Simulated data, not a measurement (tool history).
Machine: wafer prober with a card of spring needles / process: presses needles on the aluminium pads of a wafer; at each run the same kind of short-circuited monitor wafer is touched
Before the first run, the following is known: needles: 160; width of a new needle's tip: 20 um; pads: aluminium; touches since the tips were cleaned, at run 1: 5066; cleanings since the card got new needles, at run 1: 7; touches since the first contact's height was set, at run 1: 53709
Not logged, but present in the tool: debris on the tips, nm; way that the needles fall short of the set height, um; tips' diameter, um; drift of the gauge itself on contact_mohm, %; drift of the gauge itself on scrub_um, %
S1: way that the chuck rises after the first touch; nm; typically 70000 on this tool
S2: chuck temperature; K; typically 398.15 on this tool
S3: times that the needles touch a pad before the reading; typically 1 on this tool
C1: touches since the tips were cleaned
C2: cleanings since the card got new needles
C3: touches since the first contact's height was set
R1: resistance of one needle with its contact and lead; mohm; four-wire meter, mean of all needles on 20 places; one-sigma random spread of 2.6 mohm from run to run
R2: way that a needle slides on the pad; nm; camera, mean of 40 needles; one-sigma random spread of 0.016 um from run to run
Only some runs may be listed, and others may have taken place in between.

run   hour     S1      S2  S3    C1  C2     C3   R1     R2
  1    0.0  70000  398.15   1  5066   7  53709  369  14710
       3.7  -- tips cleaned on abrasive film
  2    6.4  70000  398.15   1   887   8  55770  400  14660
  3   18.1  70000  299.15   1  4673   8  59556  377  14670
      22.5  -- tips cleaned on abrasive film
  4   32.4  70000  398.15   2  3227   9  64165  336  14640
      41.5  -- tips cleaned on abrasive film
  5   46.4  70000  398.15   2  1609  10  68684  318  14640
  6   55.8  70000  398.15   2  4640  10  71715  342  14650
      60.4  -- tips cleaned on abrasive film
  7   64.9  64000  398.15   2  1471  11  74651  331  13350
  8   72.8  64000  398.15   2  4047  11  77227  346  13390
      76.9  -- tips cleaned on abrasive film, once more
  9   79.8  64000  398.15   2   950  12  79467  321  13360
 10   89.3  64000  398.15   2  4031  12  82548  346  13360
      95.9  -- tips cleaned on abrasive film
      96.2  -- height of the first contact set anew
 11  100.3  64000  398.15   2  1316  13   1316  324  13540
 12  111.4  64000  398.15   2  4924  13   4924  348  13570
     115.7  -- tips cleaned on abrasive film
 13  121.4  58000  398.15   1  1846  14   8143  362  12280
 14  128.6  58000  398.15   1  4191  14  10488  395  12280
     134.6  -- tips cleaned on abrasive film
 15  140.1  81000  307.15   1  1788  15  14169  309  17120
 16  151.2  66000  354.15   1  5402  15  17783  378  13960
     153.7  -- tips cleaned on abrasive film
 17  157.5  66000  354.15   1  1224  16  19782  324  13940
     172.4  -- tips cleaned on abrasive film
 18  172.4  59000  322.15   2     0  17  24586  281  12430
 19  185.4  59000  322.15   2  4221  17  28807  340  12400
     191.7  -- tips cleaned on abrasive film
 20  199.1  59000  322.15   2  2390  18  33227  328  12430
 21  208.0  79000  380.15   1  5273  18  36110  353  16680
     211.0  -- tips cleaned on abrasive film
 22  215.9  70000  398.15   1  1601  19  38659  338  14750
     230.3  -- tips cleaned on abrasive film
 23  231.4  70000  398.15   1   332  20  43642  317  14720
 24  242.5  58000  309.15   1  3959  20  47269  385  12200

For each entry between runs, how does the tool's hidden state at the last listed run before it compare with that at the first listed run after it?
Run 1 -> run 2: tips cleaned on abrasive film (hour 3.7)
  debris on the tips, nm: 140.2 -> 204.3; way that the needles fall short of the set height, um: 0.42 -> 0.63; tips' diameter, um: 20.15 -> 20.16
  the result without the hidden state subtracted from the measured one, R1: +72 -> +104 mohm; R2: -90 -> -130 nm
Run 3 -> run 4: tips cleaned on abrasive film (hour 22.5)
  debris on the tips, nm: 188.5 -> 117.1; way that the needles fall short of the set height, um: 0.63 -> 0.69; tips' diameter, um: 20.16 -> 20.19
  the result without the hidden state subtracted from the measured one, R1: +112 -> +37 mohm; R2: -140 -> -150 nm
Run 4 -> run 5: tips cleaned on abrasive film (hour 41.5)
  debris on the tips, nm: 117.1 -> 72.7; way that the needles fall short of the set height, um: 0.69 -> 0.76; tips' diameter, um: 20.19 -> 20.21
  the result without the hidden state subtracted from the measured one, R1: +37 -> +22 mohm; R2: -150 -> -160 nm
Run 6 -> run 7: tips cleaned on abrasive film (hour 60.4)
  debris on the tips, nm: 137.9 -> 70.1; way that the needles fall short of the set height, um: 0.76 -> 0.8; tips' diameter, um: 20.21 -> 20.22
  the result without the hidden state subtracted from the measured one, R1: +43 -> +26 mohm; R2: -160 -> -170 nm
Run 8 -> run 9: tips cleaned on abrasive film, once more (hour 76.9)
  debris on the tips, nm: 128.5 -> 55.7; way that the needles fall short of the set height, um: 0.8 -> 0.87; tips' diameter, um: 20.22 -> 20.25
  the result without the hidden state subtracted from the measured one, R1: +47 -> +21 mohm; R2: -170 -> -180 nm
Run 10 -> run 11: tips cleaned on abrasive film (hour 95.9); height of the first contact set anew (hour 96.2)
  debris on the tips, nm: 128.3 -> 62; way that the needles fall short of the set height, um: 0.87 -> 0; tips' diameter, um: 20.25 -> 20.27
  the result without the hidden state subtracted from the measured one, R1: +47 -> +22 mohm; R2: -190 -> +0 nm
Run 12 -> run 13: tips cleaned on abrasive film (hour 115.7)
  debris on the tips, nm: 141.8 -> 83.7; way that the needles fall short of the set height, um: 0 -> 0.05; tips' diameter, um: 20.27 -> 20.29
  the result without the hidden state subtracted from the measured one, R1: +51 -> +60 mohm; R2: +0 -> -10 nm
Run 14 -> run 15: tips cleaned on abrasive film (hour 134.6)
  debris on the tips, nm: 129.5 -> 78.3; way that the needles fall short of the set height, um: 0.05 -> 0.1; tips' diameter, um: 20.29 -> 20.31
  the result without the hidden state subtracted from the measured one, R1: +94 -> +37 mohm; R2: -10 -> -20 nm
Run 16 -> run 17: tips cleaned on abrasive film (hour 153.7)
  debris on the tips, nm: 146.8 -> 61.7; way that the needles fall short of the set height, um: 0.1 -> 0.16; tips' diameter, um: 20.31 -> 20.33
  the result without the hidden state subtracted from the measured one, R1: +91 -> +38 mohm; R2: -20 -> -40 nm
Run 17 -> run 18: tips cleaned on abrasive film (hour 172.4)
  debris on the tips, nm: 61.7 -> 6.7; way that the needles fall short of the set height, um: 0.16 -> 0.21; tips' diameter, um: 20.33 -> 20.35
  the result without the hidden state subtracted from the measured one, R1: +38 -> +3 mohm; R2: -40 -> -40 nm
Run 19 -> run 20: tips cleaned on abrasive film (hour 191.7)
  debris on the tips, nm: 130.5 -> 97.1; way that the needles fall short of the set height, um: 0.21 -> 0.26; tips' diameter, um: 20.35 -> 20.36
  the result without the hidden state subtracted from the measured one, R1: +63 -> +48 mohm; R2: -50 -> -50 nm
Run 21 -> run 22: tips cleaned on abrasive film (hour 211.0)
  debris on the tips, nm: 143.2 -> 72.1; way that the needles fall short of the set height, um: 0.26 -> 0.33; tips' diameter, um: 20.36 -> 20.39
  the result without the hidden state subtracted from the measured one, R1: +61 -> +38 mohm; R2: -50 -> -70 nm
Run 22 -> run 23: tips cleaned on abrasive film (hour 230.3)
  debris on the tips, nm: 72.1 -> 29.2; way that the needles fall short of the set height, um: 0.33 -> 0.38; tips' diameter, um: 20.39 -> 20.4
  the result without the hidden state subtracted from the measured one, R1: +38 -> +16 mohm; R2: -70 -> -80 nm
